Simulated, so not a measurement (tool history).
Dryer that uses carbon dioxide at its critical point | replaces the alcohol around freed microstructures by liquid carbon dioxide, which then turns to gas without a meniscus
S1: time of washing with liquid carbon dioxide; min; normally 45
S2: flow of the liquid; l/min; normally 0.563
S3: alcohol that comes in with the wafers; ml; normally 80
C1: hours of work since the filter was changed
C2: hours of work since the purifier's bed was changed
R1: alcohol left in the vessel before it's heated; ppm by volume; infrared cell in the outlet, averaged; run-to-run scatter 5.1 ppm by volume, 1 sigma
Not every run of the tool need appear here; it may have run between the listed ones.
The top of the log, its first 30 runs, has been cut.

run,hour,S1,S2,S3,C1,C2,R1
31,790.9,60,0.367,35,170,1330,188
32,815.1,29,0.447,80,187,1346,1325
33,847.6,29,0.447,80,209,1368,1394
34,877.0,29,0.457,80,229,1388,1256
35,905.1,45,0.563,78,248,1407,217
36,923.1,30,0.433,75,260,1420,1312
37,941.9,45,0.872,80,273,1432,126
# hour 967.3: purifier's bed changed
38,970.4,45,0.885,80,290,2,13
39,994.3,72,0.812,80,306,18,8
# hour 1009.7: inlet filter changed
40,1027.2,51,0.812,23,12,40,3
41,1044.1,45,0.434,80,23,51,275
42,1061.5,45,0.434,80,35,63,274
43,1076.3,32,0.434,41,45,73,477
44,1109.9,35,0.704,48,68,96,74
45,1131.9,35,0.704,48,83,111,80
46,1159.1,61,0.341,48,101,130,138

5 ways to go on from here, each from the tool as it stands after run 46. What would each give?
A,1189.9,36,0.476,89,122,150,?
B,1189.9,72,0.619,20,122,150,?
C,1189.9,65,0.466,24,122,150,?
D,1189.9,29,0.556,80,122,150,?
E,1189.9,34,0.563,80,122,150,?

run,R1
A,570
B,18
C,25
D,643
E,339
With no hidden state in the tool, these same runs would have given:
run,R1
A,507
B,7
C,12
D,578
E,295
